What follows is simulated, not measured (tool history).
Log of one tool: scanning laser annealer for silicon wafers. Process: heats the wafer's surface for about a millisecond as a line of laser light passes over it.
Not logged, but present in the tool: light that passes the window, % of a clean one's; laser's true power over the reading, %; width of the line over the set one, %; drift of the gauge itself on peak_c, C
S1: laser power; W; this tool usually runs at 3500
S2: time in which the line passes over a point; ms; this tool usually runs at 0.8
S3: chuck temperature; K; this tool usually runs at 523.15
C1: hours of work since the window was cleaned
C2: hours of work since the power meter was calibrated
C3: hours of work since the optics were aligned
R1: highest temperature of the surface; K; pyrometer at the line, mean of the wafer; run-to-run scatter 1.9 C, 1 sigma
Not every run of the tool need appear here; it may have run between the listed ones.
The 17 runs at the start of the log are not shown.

{"run": 18, "hour": 487.9, "S1": 3500, "S2": 0.8, "S3": 523.15, "C1": 388, "C2": 724, "C3": 444, "R1": 1362.15}
{"run": 19, "hour": 521.6, "S1": 3500, "S2": 0.8, "S3": 523.15, "C1": 403, "C2": 739, "C3": 459, "R1": 1358.15}
{"run": 20, "hour": 549.1, "S1": 3500, "S2": 0.8, "S3": 523.15, "C1": 416, "C2": 752, "C3": 472, "R1": 1357.15}
{"run": 21, "hour": 571.8, "S1": 3212, "S2": 0.813, "S3": 504.15, "C1": 426, "C2": 762, "C3": 482, "R1": 1272.15}
{"run": 22, "hour": 591.7, "S1": 3834, "S2": 0.61, "S3": 549.15, "C1": 435, "C2": 772, "C3": 491, "R1": 1367.15}
{"hour": 605.9, "done": "window over the wafer cleaned"}
{"run": 23, "hour": 619.3, "S1": 3834, "S2": 0.61, "S3": 549.15, "C1": 6, "C2": 783, "C3": 503, "R1": 1368.15}
{"run": 24, "hour": 650.8, "S1": 3500, "S2": 0.735, "S3": 523.15, "C1": 21, "C2": 798, "C3": 518, "R1": 1329.15}
{"run": 25, "hour": 686.9, "S1": 3045, "S2": 0.628, "S3": 546.15, "C1": 37, "C2": 814, "C3": 534, "R1": 1197.15}
{"run": 26, "hour": 711.2, "S1": 3146, "S2": 0.645, "S3": 498.15, "C1": 48, "C2": 826, "C3": 545, "R1": 1180.15}
{"run": 27, "hour": 740.7, "S1": 3146, "S2": 0.645, "S3": 498.15, "C1": 62, "C2": 839, "C3": 559, "R1": 1181.15}
{"run": 28, "hour": 757.8, "S1": 3146, "S2": 0.645, "S3": 498.15, "C1": 70, "C2": 847, "C3": 567, "R1": 1182.15}
{"run": 29, "hour": 782.1, "S1": 3146, "S2": 0.645, "S3": 498.15, "C1": 81, "C2": 858, "C3": 578, "R1": 1181.15}
{"run": 30, "hour": 812.6, "S1": 3146, "S2": 0.645, "S3": 498.15, "C1": 95, "C2": 872, "C3": 592, "R1": 1178.15}

Run 31 has not been measured yet. What should we expect?
{"run": 31, "hour": 850.4, "S1": 3500, "S2": 0.8, "S3": 503.15, "C1": 112, "C2": 890, "C3": 609, "R1": "?"}

{"run 31": {"R1": 1336.15}}
Were there no unlogged condition in the tool, this run, its random variation unchanged, would have produced R1 1336.15 K.

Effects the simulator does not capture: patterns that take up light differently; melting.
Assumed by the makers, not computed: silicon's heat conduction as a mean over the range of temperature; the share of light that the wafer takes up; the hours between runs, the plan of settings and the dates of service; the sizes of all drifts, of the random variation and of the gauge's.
